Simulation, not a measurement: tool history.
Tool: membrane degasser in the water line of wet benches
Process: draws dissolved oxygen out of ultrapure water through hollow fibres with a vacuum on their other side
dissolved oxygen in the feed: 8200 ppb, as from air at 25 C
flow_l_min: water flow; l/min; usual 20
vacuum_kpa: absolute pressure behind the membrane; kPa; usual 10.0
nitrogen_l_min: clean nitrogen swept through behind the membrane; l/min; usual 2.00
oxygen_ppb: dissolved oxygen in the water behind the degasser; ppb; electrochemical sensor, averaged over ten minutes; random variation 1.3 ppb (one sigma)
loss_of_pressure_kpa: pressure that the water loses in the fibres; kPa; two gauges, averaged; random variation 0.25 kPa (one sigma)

run	hour	flow_l_min	vacuum_kpa	nitrogen_l_min	oxygen_ppb	loss_of_pressure_kpa
1	0.0	20	10.0	2.00	185.0	69.71
2	47.4	20	10.0	2.00	181.2	69.13
3	130.1	20	17.1	2.00	344.9	69.19
4	176.5	20	17.1	2.00	337.2	69.42
5	226.5	20	17.1	2.00	344.3	69.79
6	321.7	20	17.1	2.00	342.7	69.31
7	381.5	20	17.1	2.00	341.3	69.40
8	469.9	20	10.0	2.00	187.6	70.03
9	571.6	20	10.0	2.00	188.4	69.74
10	672.7	20	10.0	2.00	186.8	69.66
11	729.1	20	10.0	2.00	186.8	70.05
12	781.8	20	10.0	3.36	122.9	70.35
13	882.9	20	16.0	2.00	319.5	70.69
14	971.3	20	7.4	2.00	127.0	70.49
15	1046.5	20	7.4	2.00	128.5	70.26
16	1099.7	19	10.3	1.51	233.0	66.96
17	1204.4	19	6.4	2.56	80.3	66.71
18	1250.7	19	6.4	2.56	80.4	66.74
19	1349.8	19	10.0	2.48	148.6	66.91
20	1436.0	13	6.8	2.48	53.2	46.06
21	1487.3	13	6.8	2.48	53.6	45.69
22	1575.5	15	13.0	3.99	100.8	53.33
23	1668.3	15	13.0	3.99	100.2	53.23
24	1715.0	12	8.1	4.61	36.0	42.28
25	1763.1	12	8.1	4.61	36.0	42.48
26	1871.5	12	8.1	1.10	138.6	42.45
27	1973.1	14	23.7	4.19	174.1	49.72
28	2017.5	14	23.7	4.19	173.6	49.41
29	2118.6	25	16.4	0.90	795.6	88.79
30	2185.7	15	10.0	2.00	136.0	53.25

The same runs without the tool's hidden state, with the same run-to-run variation:
The hidden state here: membrane still open, %; true pressure behind the membrane over the reading, kPa; air that leaks in behind the membrane, l/min; drift of the gauge itself on oxygen_ppb, %; drift of the gauge itself on loss_of_pressure_kpa, %.
run	oxygen_ppb	loss_of_pressure_kpa
1	174.7	67.34
2	170.9	66.73
3	333.8	66.72
4	326.1	66.92
5	332.7	67.24
6	330.7	66.69
7	329.2	66.74
8	175.2	67.29
9	175.5	66.93
10	173.6	66.76
11	173.4	67.09
12	112.6	67.35
13	305.1	67.59
14	112.9	67.32
15	114.1	67.04
16	216.8	63.87
17	68.6	63.53
18	68.6	63.53
19	135.7	63.61
20	46.7	43.76
21	46.9	43.36
22	93.9	50.58
23	93.3	50.43
24	32.1	40.03
25	32.1	40.21
26	124.7	40.12
27	166.1	46.94
28	165.5	46.61
29	755.1	83.68
30	123.6	50.16
